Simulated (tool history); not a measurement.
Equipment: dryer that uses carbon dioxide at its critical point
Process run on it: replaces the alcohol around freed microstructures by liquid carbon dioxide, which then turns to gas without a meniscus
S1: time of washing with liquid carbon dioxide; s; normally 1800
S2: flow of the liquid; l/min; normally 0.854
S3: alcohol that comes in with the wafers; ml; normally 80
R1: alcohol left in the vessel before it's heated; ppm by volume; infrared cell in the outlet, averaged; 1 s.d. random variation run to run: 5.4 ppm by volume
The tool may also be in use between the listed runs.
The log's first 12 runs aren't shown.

Run 13, hour 250: usual settings but S3 102 ml. Result: R1 336 ppm by volume.
Run 14, hour 263.9: usual settings but S3 102 ml. Result: R1 346 ppm by volume.
Run 15, hour 284: usual settings but S3 27 ml. Result: R1 109 ppm by volume.
Run 16, hour 297.5: usual settings but S3 27 ml. Result: R1 133 ppm by volume.
Run 17, hour 312.7: usual settings but S3 27 ml. Result: R1 130 ppm by volume.
Run 18, hour 339.1: usual settings but S1 1560 s. Result: R1 518 ppm by volume.
Run 19, hour 363.4: usual settings but S1 1140 s, S2 0.727 l/min, S3 94 ml. Result: R1 2366 ppm by volume.
Run 20, hour 382.5: usual settings but S1 1140 s, S2 0.727 l/min, S3 94 ml. Result: R1 2523 ppm by volume.
At hour 387.2: inlet filter changed.
Run 21, hour 404.2: usual settings but S1 2160 s, S2 1.096 l/min. Result: R1 52 ppm by volume.
Run 22, hour 426.3: usual settings but S1 2160 s, S2 1.096 l/min. Result: R1 60 ppm by volume.
Run 23, hour 438.7: usual settings but S1 2160 s, S2 0.73 l/min, S3 119 ml. Result: R1 220 ppm by volume.
Run 24, hour 451: usual settings but S1 2160 s, S2 0.73 l/min, S3 119 ml. Result: R1 229 ppm by volume.
Run 25, hour 463.4: usual settings but S1 2160 s, S2 0.73 l/min, S3 119 ml. Result: R1 224 ppm by volume.
Run 26, hour 477.3: usual settings but S1 2100 s, S2 0.73 l/min, S3 28 ml. Result: R1 100 ppm by volume.
Run 27, hour 491.9: usual settings but S3 48 ml. Result: R1 142 ppm by volume.

What will run 28 give?
Run 28, hour 507.6: usual settings but S1 2280 s, S3 51 ml. Result: R1 ?.

R1: 80 ppm by volume
If the tool had no hidden condition, the same run with the same run-to-run variation would have returned R1 28 ppm by volume.
